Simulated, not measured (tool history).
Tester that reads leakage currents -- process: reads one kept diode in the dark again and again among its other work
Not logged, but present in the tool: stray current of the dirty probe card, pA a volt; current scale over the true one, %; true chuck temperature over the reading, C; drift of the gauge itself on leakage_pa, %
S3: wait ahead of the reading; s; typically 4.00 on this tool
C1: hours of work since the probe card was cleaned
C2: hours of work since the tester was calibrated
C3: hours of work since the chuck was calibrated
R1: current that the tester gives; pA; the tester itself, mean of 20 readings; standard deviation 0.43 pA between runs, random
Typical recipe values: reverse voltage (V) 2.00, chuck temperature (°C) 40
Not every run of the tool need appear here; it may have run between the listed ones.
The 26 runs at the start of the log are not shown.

{"run": 27, "hour": 4087.9, "reverse voltage (V)": 1.12, "chuck temperature (°C)": 57, "S3": 4.07, "C1": 730, "C2": 1816, "C3": 1809, "R1": 330.68}
{"run": 28, "hour": 4180.4, "reverse voltage (V)": 2.63, "chuck temperature (°C)": 40, "S3": 4.0, "C1": 803, "C2": 1889, "C3": 1882, "R1": 196.45}
{"run": 29, "hour": 4342.6, "reverse voltage (V)": 2.63, "chuck temperature (°C)": 46, "S3": 4.0, "C1": 932, "C2": 2018, "C3": 2011, "R1": 288.86}
{"hour": 4425.1, "done": "chuck's temperature calibrated"}
{"run": 30, "hour": 4484.8, "reverse voltage (V)": 3.71, "chuck temperature (°C)": 46, "S3": 0.61, "C1": 1043, "C2": 2130, "C3": 47, "R1": 310.22}
{"run": 31, "hour": 4679.5, "reverse voltage (V)": 2.38, "chuck temperature (°C)": 47, "S3": 9.01, "C1": 1198, "C2": 2284, "C3": 202, "R1": 256.45}
{"run": 32, "hour": 4853.0, "reverse voltage (V)": 2.0, "chuck temperature (°C)": 22, "S3": 4.0, "C1": 1336, "C2": 2422, "C3": 340, "R1": 44.63}
{"run": 33, "hour": 4971.0, "reverse voltage (V)": 2.0, "chuck temperature (°C)": 22, "S3": 4.0, "C1": 1430, "C2": 2516, "C3": 434, "R1": 45.06}
{"run": 34, "hour": 5123.8, "reverse voltage (V)": 2.0, "chuck temperature (°C)": 22, "S3": 4.0, "C1": 1551, "C2": 2637, "C3": 555, "R1": 45.71}
{"run": 35, "hour": 5295.8, "reverse voltage (V)": 2.0, "chuck temperature (°C)": 22, "S3": 4.0, "C1": 1688, "C2": 2774, "C3": 692, "R1": 46.32}
{"run": 36, "hour": 5485.6, "reverse voltage (V)": 2.0, "chuck temperature (°C)": 22, "S3": 4.0, "C1": 1838, "C2": 2925, "C3": 843, "R1": 47.3}
{"run": 37, "hour": 5598.1, "reverse voltage (V)": 2.0, "chuck temperature (°C)": 22, "S3": 4.0, "C1": 1928, "C2": 3014, "C3": 932, "R1": 47.75}
{"run": 38, "hour": 5746.3, "reverse voltage (V)": 2.0, "chuck temperature (°C)": 22, "S3": 4.0, "C1": 2046, "C2": 3132, "C3": 1050, "R1": 48.47}
{"hour": 5806.5, "done": "tester calibrated"}
{"run": 39, "hour": 5911.1, "reverse voltage (V)": 8.77, "chuck temperature (°C)": 39, "S3": 0.35, "C1": 2175, "C2": 83, "C3": 1179, "R1": 370.76}
{"run": 40, "hour": 6068.9, "reverse voltage (V)": 8.77, "chuck temperature (°C)": 59, "S3": 0.68, "C1": 2300, "C2": 209, "C3": 1304, "R1": 1232.98}

Here are 3 independent what-if runs from the current tool condition. What would each one return?
{"run": "A", "hour": 6163.2, "reverse voltage (V)": 3.49, "chuck temperature (°C)": 24, "S3": 8.8, "C1": 2375, "C2": 283, "C3": 1379, "R1": "?"}
{"run": "B", "hour": 6163.2, "reverse voltage (V)": 6.97, "chuck temperature (°C)": 51, "S3": 0.35, "C1": 2375, "C2": 283, "C3": 1379, "R1": "?"}
{"run": "C", "hour": 6163.2, "reverse voltage (V)": 2.0, "chuck temperature (°C)": 39, "S3": 4.0, "C1": 2375, "C2": 283, "C3": 1379, "R1": "?"}

run=A R1=80.93
run=B R1=685.66
run=C R1=153.53
What these runs would have given with no unlogged condition in the tool:
run=A R1=65.79
run=B R1=605.43
run=C R1=133.67

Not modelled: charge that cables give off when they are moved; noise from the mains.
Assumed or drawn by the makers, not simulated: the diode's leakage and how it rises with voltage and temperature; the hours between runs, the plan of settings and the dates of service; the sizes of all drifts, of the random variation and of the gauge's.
